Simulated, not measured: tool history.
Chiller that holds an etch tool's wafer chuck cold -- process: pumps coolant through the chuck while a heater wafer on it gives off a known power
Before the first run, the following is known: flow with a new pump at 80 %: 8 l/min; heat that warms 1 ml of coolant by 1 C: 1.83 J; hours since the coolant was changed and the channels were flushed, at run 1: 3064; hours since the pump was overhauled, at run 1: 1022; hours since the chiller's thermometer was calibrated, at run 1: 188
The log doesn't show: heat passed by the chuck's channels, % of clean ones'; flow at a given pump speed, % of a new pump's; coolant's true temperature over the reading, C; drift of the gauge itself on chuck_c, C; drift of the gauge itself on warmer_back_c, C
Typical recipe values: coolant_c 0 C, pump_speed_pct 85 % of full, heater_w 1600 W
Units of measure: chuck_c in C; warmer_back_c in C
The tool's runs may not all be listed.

run,hour,coolant_c,pump_speed_pct,heater_w,hours since the coolant was changed and the channels were flushed,hours since the pump was overhauled,hours since the chiller's thermometer was calibrated,chuck_c,warmer_back_c
1,0.0,0,85,1600,3064,1022,188,14.8,6.45
2,29.5,0,85,1600,3094,1052,217,14.9,6.45
3,68.4,0,62,1600,3133,1091,256,17.9,8.85
4,124.5,0,70,1600,3189,1147,312,16.5,7.88
5,182.3,0,85,1600,3246,1205,370,14.7,6.52
6,208.3,0,85,1600,3272,1231,396,14.8,6.43
7,234.4,0,85,1600,3299,1257,422,15.1,6.47
8,286.0,0,85,1600,3350,1308,474,14.8,6.48
9,348.9,0,85,1600,3413,1371,536,15.0,6.49
10,378.1,0,85,1600,3442,1400,566,14.8,6.48
11,416.0,0,85,1600,3480,1438,604,14.9,6.54
12,443.6,0,72,939,3508,1466,631,9.6,4.54
13,491.0,0,72,939,3555,1513,679,9.8,4.46
14,532.9,-4,72,844,3597,1555,720,4.7,4.04
15,571.8,-4,72,844,3636,1594,759,4.9,4.11
16,621.2,0,85,2203,3685,1643,809,20.9,9.00
17,682.1,0,85,2203,3746,1704,870,20.9,9.03
18,724.2,9,85,867,3788,1746,912,17.0,3.57
19,761.1,9,85,867,3825,1783,949,17.2,3.55
20,792.3,10,83,1600,3856,1815,980,25.4,6.72
21,835.9,-9,82,1648,3900,1858,1023,6.9,7.01

How would selected steps in chuck_c from run to run divide? Give the signed amount a tool lacking its hidden state would still show from settings, what came in and random variation, and the signed amount left for the hidden state, including any gauge scatter that is not in both of the compared results.
Run 15 -> 16: coolant_c -4 -> 0, pump_speed_pct 72 -> 85, heater_w 844 -> 2203. chuck_c +16.0 C: hidden state +1.5, all else +14.5.
Run 17 -> 18: coolant_c 0 -> 9, heater_w 2203 -> 867. chuck_c -3.9 C: hidden state -1.6, all else -2.3.
Run 20 -> 21: coolant_c 10 -> -9, pump_speed_pct 83 -> 82, heater_w 1600 -> 1648. chuck_c -18.5 C: hidden state +0.1, all else -18.6.
